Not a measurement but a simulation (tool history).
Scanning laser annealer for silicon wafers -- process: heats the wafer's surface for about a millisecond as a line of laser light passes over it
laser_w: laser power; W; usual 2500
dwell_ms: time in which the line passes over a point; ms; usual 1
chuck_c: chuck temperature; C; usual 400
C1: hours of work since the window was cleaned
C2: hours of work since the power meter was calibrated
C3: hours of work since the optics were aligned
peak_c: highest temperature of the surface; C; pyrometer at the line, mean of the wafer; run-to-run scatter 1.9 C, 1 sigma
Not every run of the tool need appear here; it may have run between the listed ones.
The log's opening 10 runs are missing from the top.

Run 11, day 4.221: usual settings; C1 281; C2 278; C3 353. Result: peak_c 1218 C.
Run 12, day 4.658: usual settings; C1 286; C2 283; C3 358. Result: peak_c 1219 C.
Run 13, day 5.221: usual settings; C1 293; C2 290; C3 365. Result: peak_c 1221 C.
Run 14, day 5.6: usual settings but chuck_c 411 C; C1 298; C2 295; C3 370. Result: peak_c 1231 C.
Run 15, day 6.117: usual settings but chuck_c 411 C; C1 304; C2 301; C3 376. Result: peak_c 1227 C.
Run 16, day 6.625: usual settings; C1 311; C2 308; C3 383. Result: peak_c 1219 C.
Run 17, day 7.062: usual settings; C1 316; C2 313; C3 388. Result: peak_c 1214 C.
Run 18, day 7.475: usual settings; C1 321; C2 318; C3 393. Result: peak_c 1217 C.
Run 19, day 7.762: usual settings but laser_w 2574 W; C1 325; C2 322; C3 397. Result: peak_c 1241 C.
Run 20, day 8.188: usual settings; C1 330; C2 327; C3 402. Result: peak_c 1217 C.
Run 21, day 8.583: usual settings; C1 335; C2 332; C3 407. Result: peak_c 1215 C.
Run 22, day 9.179: usual settings but laser_w 2476 W, dwell_ms 0.82 ms, chuck_c 371 C; C1 343; C2 340; C3 414. Result: peak_c 1110 C.

For run 23, what comes out?
Run 23, day 9.692: usual settings but laser_w 2629 W, dwell_ms 1.04 ms, chuck_c 362 C; C1 349; C2 346; C3 421. Result: peak_c ?.

{"run 23": {"peak_c": 1232}}
Had the tool carried no hidden state, the very same run would have given peak_c 1250 C.
